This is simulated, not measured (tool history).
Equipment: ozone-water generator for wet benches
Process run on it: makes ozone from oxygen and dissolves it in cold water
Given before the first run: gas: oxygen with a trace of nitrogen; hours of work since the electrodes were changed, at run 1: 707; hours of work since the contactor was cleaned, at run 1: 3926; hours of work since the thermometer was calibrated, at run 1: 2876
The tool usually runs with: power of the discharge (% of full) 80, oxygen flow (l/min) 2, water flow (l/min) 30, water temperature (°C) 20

run,hour,power of the discharge (% of full),oxygen flow (l/min),water flow (l/min),water temperature (°C),hours of work since the electrodes were changed,hours of work since the contactor was cleaned,hours of work since the thermometer was calibrated,dissolved ozone (ppm),ozone in the gas ahead of the water (g/m3)
1,0,80,2,30,20,707,3926,2876,9.44,210.5
2,39,80,2,30,20,736,3954,2905,9.22,209.8
3,90.6,80,2,30,20,773,3992,2942,9.51,211.2
4,156.8,80,2,30,18,822,4040,2991,9.6,210.9
5,227,80,2,30,18,873,4091,3042,9.62,209.8
6,298.5,80,2,19,20,925,4144,3094,14.29,209.6
7,337.4,57,2,19,20,953,4172,3122,10.35,153.1
8,391.4,80,2,30,20,993,4211,3162,9.42,211.8
9,451.6,80,2,30,20,1037,4255,3206,9.53,212
10,500.1,80,2,30,20,1072,4291,3241,9.34,211
11,548.7,80,2,30,20,1108,4326,3277,9.44,209.5
12,581.7,56,2,30,20,1132,4350,3301,6.91,153.3
13,634,80,2,30,20,1170,4388,3339,9.48,212.1
14,691.4,80,2,30,20,1212,4430,3381,9.34,211.4
15,745.8,80,2,45,20,1251,4470,3420,6.35,209.9
16,781.6,52,2,45,20,1278,4496,3447,4.34,141.7
17,848,52,2,45,20,1326,4545,3495,4.33,142.5
18,910.3,52,1.65,43,26,1371,4590,3540,4.2,156.7
19,946.9,52,1.65,43,26,1398,4617,3567,4.08,157.5
20,988.5,52,1.65,43,26,1429,4647,3598,4.2,159
21,1059.9,52,1.65,43,26,1481,4699,3650,4.02,158.8
22,1125.5,80,2,30,23,1528,4747,3698,9.11,208.4
23,1175.1,60,2,30,20,1565,4783,3734,7.16,161.7
24,1239.5,83,2,29,20,1612,4830,3781,10.14,217.6
25,1294.5,68,1.06,25,15,1652,4870,3821,8.17,259.8
26,1341.8,68,1.38,38,18,1686,4905,3855,5.91,225.1
27,1407.7,80,1.27,44,20,1734,4953,3903,5.59,273.1
28,1465.5,80,1.27,44,20,1777,4995,3946,5.58,273.3
29,1530.3,43,2.67,44,20,1824,5042,3993,4.04,100.9
30,1591.7,43,2.67,41,16,1869,5087,4038,4.54,101.6
31,1624.7,49,2,21,13,1893,5111,4062,8.74,133
32,1661.4,83,2.75,41,15,1920,5138,4089,8.06,181.5
33,1725.7,80,1.61,30,18,1966,5185,4135,9.08,238.3

Below are 4 alternative next runs, each starting from the tool's condition after run 33. Predict each:
A,1791.5,80,2.27,42,18,2014,5233,4184,?,?
B,1791.5,80,2,33,17,2014,5233,4184,?,?
C,1791.5,64,2,30,20,2014,5233,4184,?,?
D,1791.5,80,1.61,37,15,2014,5233,4184,?,?

run,dissolved ozone (ppm),ozone in the gas ahead of the water (g/m3)
A,7.13,196.1
B,8.56,207.9
C,7.63,173.7
D,7.51,237.6
What these runs would have given with no unlogged condition in the tool:
run,dissolved ozone (ppm),ozone in the gas ahead of the water (g/m3)
A,7.13,196.2
B,8.56,208
C,7.63,173.7
D,7.51,237.7
